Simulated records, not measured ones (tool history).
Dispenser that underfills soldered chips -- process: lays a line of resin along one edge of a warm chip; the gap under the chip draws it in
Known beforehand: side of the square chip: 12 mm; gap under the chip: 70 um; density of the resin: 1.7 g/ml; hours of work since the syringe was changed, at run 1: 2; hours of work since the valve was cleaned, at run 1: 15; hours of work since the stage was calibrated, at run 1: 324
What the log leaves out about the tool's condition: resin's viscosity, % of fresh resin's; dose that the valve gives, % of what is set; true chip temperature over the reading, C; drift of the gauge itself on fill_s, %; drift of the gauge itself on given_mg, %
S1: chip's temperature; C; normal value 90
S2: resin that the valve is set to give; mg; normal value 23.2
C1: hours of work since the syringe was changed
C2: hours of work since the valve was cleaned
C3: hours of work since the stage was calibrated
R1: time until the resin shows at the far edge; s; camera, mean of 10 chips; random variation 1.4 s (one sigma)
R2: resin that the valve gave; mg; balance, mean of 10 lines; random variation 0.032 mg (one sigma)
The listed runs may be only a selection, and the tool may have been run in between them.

run,hour,S1,S2,C1,C2,C3,R1,R2
1,0.0,90,23.2,2,15,324,158.2,23.03
# hour 5.9: new syringe of resin
2,12.0,90,23.2,4,23,332,173.5,22.93
# hour 15.0: new syringe of resin
3,18.6,90,23.2,2,27,336,160.8,22.87
# hour 23.9: new syringe of resin
4,24.9,90,23.2,1,31,340,147.1,22.72
# hour 32.7: new syringe of resin
5,33.1,90,23.2,0,36,346,147.2,22.72
6,41.0,100,23.2,6,42,351,142.2,22.62
# hour 42.3: new syringe of resin
# hour 45.0: dispensing valve cleaned and set on the balance
7,48.7,100,23.2,4,2,355,124.8,23.15
# hour 52.3: new syringe of resin
8,57.0,90,23.2,3,8,361,162.6,23.02
# hour 61.8: new syringe of resin
9,65.1,82,23.2,2,13,366,207.3,22.97
# hour 70.9: new syringe of resin
10,77.0,90,23.2,4,21,373,177.4,22.84
# hour 80.7: new syringe of resin
# hour 89.8: new syringe of resin
11,90.0,82,23.2,0,29,382,185.1,22.74
# hour 98.8: new syringe of resin
12,100.9,90,23.2,1,36,389,152.0,22.60
# hour 107.9: new syringe of resin
# hour 113.2: dispensing valve cleaned and set on the balance
13,114.1,90,23.2,3,1,397,170.9,23.32
# hour 118.2: new syringe of resin
14,125.3,84,23.2,5,8,404,221.0,23.16
# hour 127.4: new syringe of resin
# hour 136.4: new syringe of resin
15,136.6,84,23.2,0,15,411,176.5,23.05
# hour 145.8: new syringe of resin
16,148.6,84,24.4,2,23,419,186.0,24.08
# hour 154.8: new syringe of resin
17,156.0,90,24.2,1,28,424,150.2,23.83
# hour 164.0: new syringe of resin
18,167.1,90,24.2,2,35,431,157.1,23.70
# hour 173.0: new syringe of resin
19,174.2,90,24.2,1,39,436,149.5,23.63
# hour 181.5: dispensing valve cleaned and set on the balance
# hour 183.6: new syringe of resin
20,184.6,80,26.6,1,2,442,199.7,26.44
# hour 193.1: new syringe of resin
21,194.9,92,20.6,1,9,448,147.9,20.49
22,201.1,76,29.7,5,13,452,297.0,29.34
# hour 202.5: new syringe of resin
# hour 211.4: new syringe of resin
23,212.8,76,29.6,1,20,460,231.7,29.16
# hour 220.7: new syringe of resin
24,223.7,90,20.8,2,27,467,162.7,20.37
# hour 229.5: new syringe of resin
25,235.6,96,24.1,4,35,475,147.6,23.38
# hour 238.7: new syringe of resin
26,242.3,96,24.1,2,39,479,137.0,23.39
# hour 247.8: new syringe of resin
27,248.2,90,20.9,0,43,483,151.6,20.19
# hour 249.8: dispensing valve cleaned and set on the balance
# hour 253.8: stage's temperature calibrated
# hour 258.7: new syringe of resin
28,261.1,96,24.5,2,7,5,122.0,24.42
# hour 267.6: new syringe of resin
29,267.9,79,21.9,0,11,9,200.7,21.72
# hour 276.4: new syringe of resin
30,279.6,79,21.9,2,19,17,225.0,21.58
# hour 286.1: new syringe of resin
31,288.5,101,23.7,2,24,22,104.8,23.28
# hour 295.1: new syringe of resin
32,298.2,101,23.7,2,31,29,107.2,23.14
# hour 304.0: new syringe of resin
33,307.8,101,23.7,3,37,35,113.0,23.08

4 options for the next run, each taken on its own from the tool as it stands now. Forecast them:
# hour 313.7: new syringe of resin
A,316.7,104,23.2,2,43,41,?,?
# hour 313.7: new syringe of resin
B,316.7,102,20.7,2,43,41,?,?
# hour 313.7: new syringe of resin
C,316.7,90,25.2,2,43,41,?,?
# hour 313.7: new syringe of resin
D,316.7,86,25.8,2,43,41,?,?

run,R1,R2
A,100.5,22.51
B,112.3,20.09
C,158.4,24.44
D,179.7,25.01
Without the tool's unlogged condition, the same runs would have read:
run,R1,R2
A,87.7,23.22
B,97.5,20.72
C,138.6,25.21
D,157.4,25.80
